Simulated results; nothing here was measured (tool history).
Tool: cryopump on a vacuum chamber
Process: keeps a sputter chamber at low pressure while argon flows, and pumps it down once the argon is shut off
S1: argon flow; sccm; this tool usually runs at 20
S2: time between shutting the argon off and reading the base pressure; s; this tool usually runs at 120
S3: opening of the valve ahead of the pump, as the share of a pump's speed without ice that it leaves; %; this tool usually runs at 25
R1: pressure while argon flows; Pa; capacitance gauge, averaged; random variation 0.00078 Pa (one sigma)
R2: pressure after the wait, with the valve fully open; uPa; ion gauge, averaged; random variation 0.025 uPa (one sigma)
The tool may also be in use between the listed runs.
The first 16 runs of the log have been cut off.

{"run": 17, "day": 10.842, "S1": 20, "S2": 27, "S3": 25, "R1": 0.1571, "R2": 6.77}
{"run": 18, "day": 11.733, "S1": 37, "S2": 222, "S3": 52, "R1": 0.1469, "R2": 3.9}
{"run": 19, "day": 12.675, "S1": 20, "S2": 120, "S3": 31, "R1": 0.1296, "R2": 4.37}
{"run": 20, "day": 13.154, "S1": 20, "S2": 120, "S3": 31, "R1": 0.1302, "R2": 4.53}
{"run": 21, "day": 13.938, "S1": 8, "S2": 120, "S3": 17, "R1": 0.0922, "R2": 4.54}
{"run": 22, "day": 14.608, "S1": 8, "S2": 120, "S3": 17, "R1": 0.0914, "R2": 4.65}
{"run": 23, "day": 15.3, "S1": 26, "S2": 35, "S3": 42, "R1": 0.1289, "R2": 6.37}
{"run": 24, "day": 15.767, "S1": 26, "S2": 35, "S3": 42, "R1": 0.1299, "R2": 6.55}
{"run": 25, "day": 16.396, "S1": 38, "S2": 120, "S3": 35, "R1": 0.2259, "R2": 4.86}
{"run": 26, "day": 17.208, "S1": 37, "S2": 120, "S3": 35, "R1": 0.2199, "R2": 4.9}
{"run": 27, "day": 17.742, "S1": 34, "S2": 207, "S3": 21, "R1": 0.327, "R2": 4.51}
{"run": 28, "day": 18.538, "S1": 34, "S2": 207, "S3": 21, "R1": 0.3279, "R2": 4.57}
{"run": 29, "day": 19.383, "S1": 10, "S2": 156, "S3": 30, "R1": 0.0697, "R2": 4.71}
{"run": 30, "day": 20.121, "S1": 18, "S2": 156, "S3": 30, "R1": 0.1263, "R2": 4.83}
{"run": 31, "day": 20.821, "S1": 18, "S2": 156, "S3": 30, "R1": 0.1255, "R2": 4.99}
{"run": 32, "day": 21.412, "S1": 23, "S2": 120, "S3": 25, "R1": 0.1916, "R2": 5.17}
{"run": 33, "day": 21.967, "S1": 37, "S2": 34, "S3": 25, "R1": 0.3064, "R2": 6.94}
{"run": 34, "day": 22.888, "S1": 18, "S2": 34, "S3": 25, "R1": 0.1518, "R2": 7.24}

Consider 3 possible next runs. They are alternatives, not a sequence: every one starts from the tool as it was left by run 34. What does each give?
{"day": 23.642, "done": "pump warmed up, emptied and cooled again"}
{"run": "A", "day": 23.958, "S1": 11, "S2": 120, "S3": 25, "R1": "?", "R2": "?"}
{"day": 23.642, "done": "pump warmed up, emptied and cooled again"}
{"run": "B", "day": 23.958, "S1": 26, "S2": 82, "S3": 22, "R1": "?", "R2": "?"}
{"day": 23.642, "done": "pump warmed up, emptied and cooled again"}
{"run": "C", "day": 23.958, "S1": 14, "S2": 79, "S3": 20, "R1": "?", "R2": "?"}

run=A R1=0.0826 R2=3.96
run=B R1=0.2210 R2=4.23
run=C R1=0.1306 R2=4.35
The same runs, with their run-to-run variation unchanged, on a tool lacking any hidden condition would have given:
run=A R1=0.0823 R2=1.06
run=B R1=0.2203 R2=1.37
run=C R1=0.1302 R2=1.46

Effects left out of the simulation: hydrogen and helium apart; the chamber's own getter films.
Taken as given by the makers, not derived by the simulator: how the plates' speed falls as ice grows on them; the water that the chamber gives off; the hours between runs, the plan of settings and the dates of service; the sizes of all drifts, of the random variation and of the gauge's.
